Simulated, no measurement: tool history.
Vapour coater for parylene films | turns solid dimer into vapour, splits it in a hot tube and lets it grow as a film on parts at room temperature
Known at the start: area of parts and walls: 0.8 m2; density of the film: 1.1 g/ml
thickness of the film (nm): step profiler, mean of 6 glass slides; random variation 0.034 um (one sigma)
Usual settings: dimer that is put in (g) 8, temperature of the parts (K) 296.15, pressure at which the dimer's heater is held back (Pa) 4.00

| run | hour | dimer that is put in (g) | temperature of the parts (K) | pressure at which the dimer's heater is held back (Pa) | thickness of the film (nm) |
|---|---|---|---|---|---|
| 1 | 0.0 | 8 | 296.15 | 4.00 | 5080 |
| 2 | 22.9 | 8 | 296.15 | 4.00 | 5060 |
| 3 | 39.7 | 8 | 296.15 | 4.00 | 5060 |
| 4 | 54.5 | 8 | 296.15 | 4.00 | 5060 |
| 5 | 74.7 | 8 | 296.15 | 4.00 | 5070 |
| 6 | 99.2 | 8 | 296.15 | 4.00 | 5030 |
| 7 | 115.6 | 8 | 296.15 | 4.00 | 5060 |
| 8 | 140.4 | 8 | 296.15 | 4.00 | 4970 |
| 9 | 160.6 | 8 | 296.15 | 4.00 | 4950 |
| 10 | 176.7 | 8 | 296.15 | 4.00 | 5000 |
| 11 | 190.9 | 3 | 296.15 | 4.00 | 1880 |
| 12 | 214.3 | 3 | 296.15 | 4.00 | 1870 |
| 13 | 234.5 | 3 | 296.15 | 4.00 | 1860 |
| 14 | 260.1 | 3 | 296.15 | 4.00 | 1850 |
| 15 | 273.3 | 6 | 306.15 | 6.60 | 2230 |
| 16 | 299.3 | 7 | 297.15 | 4.35 | 4010 |
| 17 | 327.7 | 4 | 296.15 | 4.32 | 2410 |
| 18 | 348.0 | 4 | 294.15 | 2.08 | 2940 |
| 19 | 361.1 | 4 | 294.15 | 2.08 | 2930 |
| 20 | 377.2 | 3 | 288.15 | 4.00 | 2560 |
| 21 | 402.3 | 3 | 299.15 | 5.64 | 1480 |
|  | 424.7 | trap's valve overhauled |
| 22 | 424.7 | 11 | 296.15 | 11.62 | 6130 |
| 23 | 455.6 | 11 | 296.15 | 11.62 | 6180 |
| 24 | 479.8 | 11 | 296.15 | 11.62 | 6140 |
| 25 | 502.2 | 11 | 296.15 | 11.62 | 6160 |
| 26 | 524.3 | 11 | 292.15 | 8.00 | 7670 |
| 27 | 545.4 | 6 | 289.15 | 8.00 | 4700 |

Forecast each of these 3 alternatives for the next run:
| A | 560.4 | 6 | 289.15 | 4.87 | ? |
| B | 560.4 | 8 | 289.15 | 9.22 | ? |
| C | 560.4 | 8 | 295.15 | 4.00 | ? |

| run | thickness of the film (nm) |
|---|---|
| A | 5070 |
| B | 6190 |
| C | 5460 |
Without the tool's hidden state the same runs would have given:
| run | thickness of the film (nm) |
|---|---|
| A | 5100 |
| B | 6220 |
| C | 5490 |

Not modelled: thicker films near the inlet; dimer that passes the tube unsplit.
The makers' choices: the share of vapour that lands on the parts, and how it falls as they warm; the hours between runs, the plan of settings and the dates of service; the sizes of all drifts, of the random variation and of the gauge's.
